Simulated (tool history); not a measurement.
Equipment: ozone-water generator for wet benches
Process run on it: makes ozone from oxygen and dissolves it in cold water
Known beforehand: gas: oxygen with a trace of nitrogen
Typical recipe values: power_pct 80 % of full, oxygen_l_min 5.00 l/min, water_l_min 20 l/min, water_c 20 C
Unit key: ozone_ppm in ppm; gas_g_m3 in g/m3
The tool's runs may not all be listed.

Run 1, hour 0.0: usual settings. Result: ozone_ppm 17.7 ppm, gas_g_m3 194.2 g/m3.
Run 2, hour 52.4: usual settings but oxygen_l_min 4.28 l/min. Result: ozone_ppm 17.6 ppm, gas_g_m3 209.9 g/m3.
Run 3, hour 100.7: usual settings but oxygen_l_min 4.28 l/min, water_c 17 C. Result: ozone_ppm 18.0 ppm, gas_g_m3 208.2 g/m3.
Run 4, hour 150.8: usual settings but oxygen_l_min 4.28 l/min, water_c 17 C. Result: ozone_ppm 18.1 ppm, gas_g_m3 207.0 g/m3.
Run 5, hour 228.7: usual settings but oxygen_l_min 4.28 l/min, water_c 17 C. Result: ozone_ppm 18.2 ppm, gas_g_m3 208.5 g/m3.
Run 6, hour 306.3: usual settings. Result: ozone_ppm 17.5 ppm, gas_g_m3 193.7 g/m3.
Run 7, hour 371.6: usual settings but oxygen_l_min 3.26 l/min. Result: ozone_ppm 16.6 ppm, gas_g_m3 232.4 g/m3.
Run 8, hour 442.5: usual settings but oxygen_l_min 3.26 l/min. Result: ozone_ppm 16.6 ppm, gas_g_m3 234.8 g/m3.
Run 9, hour 481.7: usual settings but power_pct 41 % of full. Result: ozone_ppm 9.7 ppm, gas_g_m3 110.6 g/m3.
Run 10, hour 559.7: usual settings but power_pct 41 % of full. Result: ozone_ppm 9.7 ppm, gas_g_m3 108.2 g/m3.
Run 11, hour 625.3: usual settings but power_pct 41 % of full. Result: ozone_ppm 10.0 ppm, gas_g_m3 108.4 g/m3.
Run 12, hour 679.4: usual settings. Result: ozone_ppm 17.4 ppm, gas_g_m3 191.3 g/m3.
Run 13, hour 740.1: usual settings but power_pct 78 % of full. Result: ozone_ppm 16.9 ppm, gas_g_m3 186.0 g/m3.
Run 14, hour 785.9: usual settings but power_pct 63 % of full, oxygen_l_min 5.51 l/min, water_l_min 25 l/min, water_c 26 C. Result: ozone_ppm 10.3 ppm, gas_g_m3 147.5 g/m3.
Run 15, hour 848.2: usual settings but oxygen_l_min 5.57 l/min, water_l_min 19 l/min. Result: ozone_ppm 17.7 ppm, gas_g_m3 179.2 g/m3.
Run 16, hour 925.9: usual settings but oxygen_l_min 2.84 l/min, water_l_min 19 l/min. Result: ozone_ppm 16.3 ppm, gas_g_m3 245.8 g/m3.
Run 17, hour 960.6: usual settings but oxygen_l_min 2.84 l/min, water_l_min 19 l/min. Result: ozone_ppm 16.4 ppm, gas_g_m3 245.5 g/m3.
Run 18, hour 1001.3: usual settings but oxygen_l_min 2.84 l/min, water_l_min 19 l/min. Result: ozone_ppm 16.5 ppm, gas_g_m3 241.4 g/m3.
Run 19, hour 1079.2: usual settings but power_pct 43 % of full. Result: ozone_ppm 10.2 ppm, gas_g_m3 113.6 g/m3.
Run 20, hour 1125.9: usual settings but power_pct 58 % of full, oxygen_l_min 4.90 l/min, water_l_min 17 l/min, water_c 14 C. Result: ozone_ppm 16.1 ppm, gas_g_m3 144.5 g/m3.
Run 21, hour 1189.1: usual settings but power_pct 58 % of full, oxygen_l_min 4.90 l/min, water_l_min 17 l/min, water_c 14 C. Result: ozone_ppm 16.3 ppm, gas_g_m3 145.4 g/m3.
Run 22, hour 1258.9: usual settings but oxygen_l_min 4.89 l/min. Result: ozone_ppm 16.5 ppm, gas_g_m3 187.8 g/m3.
Run 23, hour 1296.9: usual settings but oxygen_l_min 4.89 l/min. Result: ozone_ppm 16.7 ppm, gas_g_m3 187.5 g/m3.
Run 24, hour 1374.3: usual settings but oxygen_l_min 4.89 l/min. Result: ozone_ppm 16.5 ppm, gas_g_m3 188.1 g/m3.
Run 25, hour 1444.0: usual settings but oxygen_l_min 4.89 l/min, water_l_min 18 l/min. Result: ozone_ppm 18.4 ppm, gas_g_m3 186.1 g/m3.
Run 26, hour 1512.2: usual settings but power_pct 71 % of full, oxygen_l_min 4.89 l/min, water_l_min 18 l/min. Result: ozone_ppm 16.8 ppm, gas_g_m3 168.8 g/m3.

Selected run-to-run steps in ozone_ppm, each split into two signed amounts: the part the tool would show with no hidden state at all (from settings, incoming material and random variation), and the remainder, which goes to the hidden state together with any gauge scatter not common to the measured and the hidden-state-free results:
Unlogged tool condition in this case: yield of the discharge, % of new electrodes'; contactor's efficiency, % of a clean one's; true water temperature over the reading, C; drift of the gauge itself on ozone_ppm, %; drift of the gauge itself on gas_g_m3, %.
Run 11 -> 12: power_pct 41 -> 80. ozone_ppm +7.4 ppm: hidden state -0.9, all else +8.3.
Run 14 -> 15: power_pct 63 -> 80, oxygen_l_min 5.51 -> 5.57, water_l_min 25 -> 19, water_c 26 -> 20. ozone_ppm +7.4 ppm: hidden state -0.9, all else +8.3.

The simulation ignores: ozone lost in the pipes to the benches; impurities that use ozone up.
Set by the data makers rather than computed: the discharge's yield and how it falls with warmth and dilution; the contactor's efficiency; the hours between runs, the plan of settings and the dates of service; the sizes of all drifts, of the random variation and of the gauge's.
